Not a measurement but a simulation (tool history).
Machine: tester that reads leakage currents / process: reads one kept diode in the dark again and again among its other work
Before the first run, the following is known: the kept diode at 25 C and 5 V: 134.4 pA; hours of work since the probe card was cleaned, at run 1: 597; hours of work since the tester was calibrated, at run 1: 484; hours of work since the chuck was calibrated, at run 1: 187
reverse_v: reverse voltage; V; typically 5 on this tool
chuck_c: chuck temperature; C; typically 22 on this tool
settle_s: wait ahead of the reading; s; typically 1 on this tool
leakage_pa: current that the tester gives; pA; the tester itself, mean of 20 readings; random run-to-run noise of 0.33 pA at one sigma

run,day,reverse_v,chuck_c,settle_s,hours of work since the probe card was cleaned,hours of work since the tester was calibrated,hours of work since the chuck was calibrated,leakage_pa
1,0,5,22,1,597,484,187,105.74
2,1.383,5,36,1,622,509,213,304.68
3,2.371,5,51,1,641,528,232,865.08
4,3.854,5,52,1,669,556,259,923.48
5,5.2,5,52,1,694,581,284,918.95
6,5.938,5,52,1,707,594,298,922.2
7,7.025,5,52,1,728,615,318,913.98
8,8.496,5,52,3.36,755,642,346,913.03
9,9.921,5,52,3.36,782,669,373,915.06
10,11.292,5,22,1,807,694,398,104.4
11,12.638,5,22,1,833,720,423,102.8
12,14.225,5,22,3.78,862,749,453,102.65
13,15.233,5,22,1,881,768,472,102.32
14,16.154,5,22,1,898,785,489,102.65
15,16.942,5,22,1,913,800,504,103.22
16,18.483,5,22,0.33,942,829,532,105.36
17,19.629,5,22,1,963,850,554,102.76
18,20.371,5,22,1,977,864,568,102.13
19,21.117,6.22,22,1,991,878,582,113.54
20,22.129,6.22,22,1,1010,897,601,112.88
21,23.362,6.22,22,1,1033,920,624,112.3
22,24.933,6.19,45,2.74,1062,949,653,610.3
23,25.929,7.8,22,8.78,1081,968,672,122.5
24,27.5,7.8,22,8.78,1110,997,701,122.73
25,28.333,7.8,22,8.78,1126,1013,716,122.26
26,29.938,7.8,22,8.78,1156,1043,746,122.64
27,31.204,5,52,1,1179,1066,770,893.24
28,31.912,4.73,52,6.63,1193,1080,783,864.46
29,32.662,4.73,27,6.63,1207,1093,797,143.37
30,34.212,12.82,46,2.98,1236,1123,826,906.86
31,35.112,3.96,36,8.86,1252,1139,843,262.56
32,36.438,3.96,36,8.86,1277,1164,868,260.34
33,37.629,3.96,36,8.86,1299,1186,890,258.95
34,38.412,3.96,36,8.86,1314,1201,905,258.85
35,39.279,3.96,36,8.86,1330,1217,921,259.04
36,39.958,3.96,58,2.74,1343,1230,934,1176.35
37,40.958,3.96,21,4.36,1361,1248,952,81.13
38,41.808,5,23,9.18,1377,1264,968,105.46
39,42.521,5,23,9.18,1391,1278,981,105.89
40,43.342,1.52,30,6.56,1406,1293,997,106.16

Selected run-to-run steps in leakage_pa, each split into two signed amounts: the part the tool would show with no hidden state at all (from settings, incoming material and random variation), and the remainder, which goes to the hidden state together with any gauge scatter not common to the measured and the hidden-state-free results:
Unlogged tool condition in this case: stray current of the dirty probe card, pA a volt; current scale over the true one, %; true chuck temperature over the reading, C; drift of the gauge itself on leakage_pa, %.
Run 9 -> 10: chuck_c 52 -> 22, settle_s 3.36 -> 1. leakage_pa -810.66 pA: hidden state +26.12, all else -836.78.
Run 29 -> 30: reverse_v 4.73 -> 12.82, chuck_c 27 -> 46, settle_s 6.63 -> 2.98. leakage_pa +763.49 pA: hidden state -51.21, all else +814.7.
Run 35 -> 36: chuck_c 36 -> 58, settle_s 8.86 -> 2.74. leakage_pa +917.31 pA: hidden state -64.81, all else +982.12.
Run 36 -> 37: chuck_c 58 -> 21, settle_s 2.74 -> 4.36. leakage_pa -1095.22 pA: hidden state +78.61, all else -1173.83.

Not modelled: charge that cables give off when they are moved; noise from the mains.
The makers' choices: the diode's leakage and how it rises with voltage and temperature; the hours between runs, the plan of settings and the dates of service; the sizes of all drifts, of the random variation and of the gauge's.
